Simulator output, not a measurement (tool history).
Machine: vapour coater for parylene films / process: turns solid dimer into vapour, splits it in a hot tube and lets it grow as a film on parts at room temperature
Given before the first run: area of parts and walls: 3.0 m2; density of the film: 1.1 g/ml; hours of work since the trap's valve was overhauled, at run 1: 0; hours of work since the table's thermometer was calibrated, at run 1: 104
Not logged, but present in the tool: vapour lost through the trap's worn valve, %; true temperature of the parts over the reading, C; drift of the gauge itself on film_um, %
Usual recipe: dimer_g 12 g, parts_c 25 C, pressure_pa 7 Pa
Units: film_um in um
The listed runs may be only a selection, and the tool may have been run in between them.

run,hour,dimer_g,parts_c,pressure_pa,hours of work since the trap's valve was overhauled,hours of work since the table's thermometer was calibrated,film_um
1,0,12,25,7,0,104,1.66
2,18.7,12,25,7,9,113,1.65
3,34,12,25,7,17,121,1.65
4,50.4,12,25,7,25,129,1.63
5,72.2,12,25,7,36,140,1.64
6,84.5,6,25,7,42,146,0.83
7,106.9,12,25,7,53,157,1.64
8,123.6,12,25,7,62,165,1.64
9,134.4,12,25,7,67,171,1.62
10,143.5,12,25,7,71,175,1.61
11,154.2,12,25,7,77,181,1.62
12,164.4,12,32,7,82,186,1.4
13,183.2,12,32,7,91,195,1.39
14,199.6,12,32,7,99,203,1.39
15,220.7,10,25,7,110,214,1.36
16,236,8,25,7,117,221,1.06
17,256.4,8,25,7,128,231,1.07
18,269.5,12,25,7,134,238,1.58
19,284.7,12,25,7,142,246,1.59
20,294,12,25,5.95,146,250,1.63
21,308,12,23,7,153,257,1.65

Estimate the outcome of run 22 from the log above:
22,328.6,14,37,3.37,164,267,?

film_um: 1.54 um
With the hidden condition absent and the run-to-run variation left alone, this run would have shown film_um 1.62 um.

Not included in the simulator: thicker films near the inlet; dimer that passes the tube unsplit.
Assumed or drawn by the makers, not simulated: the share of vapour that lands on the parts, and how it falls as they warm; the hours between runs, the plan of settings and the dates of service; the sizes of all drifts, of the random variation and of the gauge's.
